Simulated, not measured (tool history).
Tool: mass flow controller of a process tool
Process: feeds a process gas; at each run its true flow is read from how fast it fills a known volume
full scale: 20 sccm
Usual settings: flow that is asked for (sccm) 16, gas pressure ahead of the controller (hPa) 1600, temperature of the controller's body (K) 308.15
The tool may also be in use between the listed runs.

run	day	flow that is asked for (sccm)	gas pressure ahead of the controller (hPa)	temperature of the controller's body (K)	true flow (%)
1	0	16	1600	308.15	98.21
2	14.862	16	1600	308.15	98.31
3	22.571	16	2610	308.15	98.21
4	30.458	16	2020	308.15	98.22
5	40.308	16	2020	308.15	98.26
6	49.55	16	1600	311.15	98.06
7	59.379	6	1600	311.15	97.2
8	67.029	16	1600	304.15	98.52
9	73.508	16	1600	304.15	98.59
# day 74.846: controller's zero set anew
10	88.808	16	1600	304.15	98.67
11	96.383	16	1600	308.15	98.54
12	105.254	16	1600	308.15	98.42
13	115.812	17	1490	300.15	98.82
14	129.85	2	1600	308.15	101.78
15	137.629	2	1930	294.15	102.71
16	151.888	2	1930	294.15	102.8
# day 159.917: controller's zero set anew, once more
17	166.404	15	1600	296.15	97.92
18	173.1	15	1600	296.15	97.97
19	186.888	16	1730	294.15	98.25
20	201.171	16	1730	294.15	98.22

The next listed run, before its measurement:
21	212.988	16	2560	305.15	?

true flow (%): 97.4
Without the tool's hidden state the same run would have given true flow (%) 98.88.
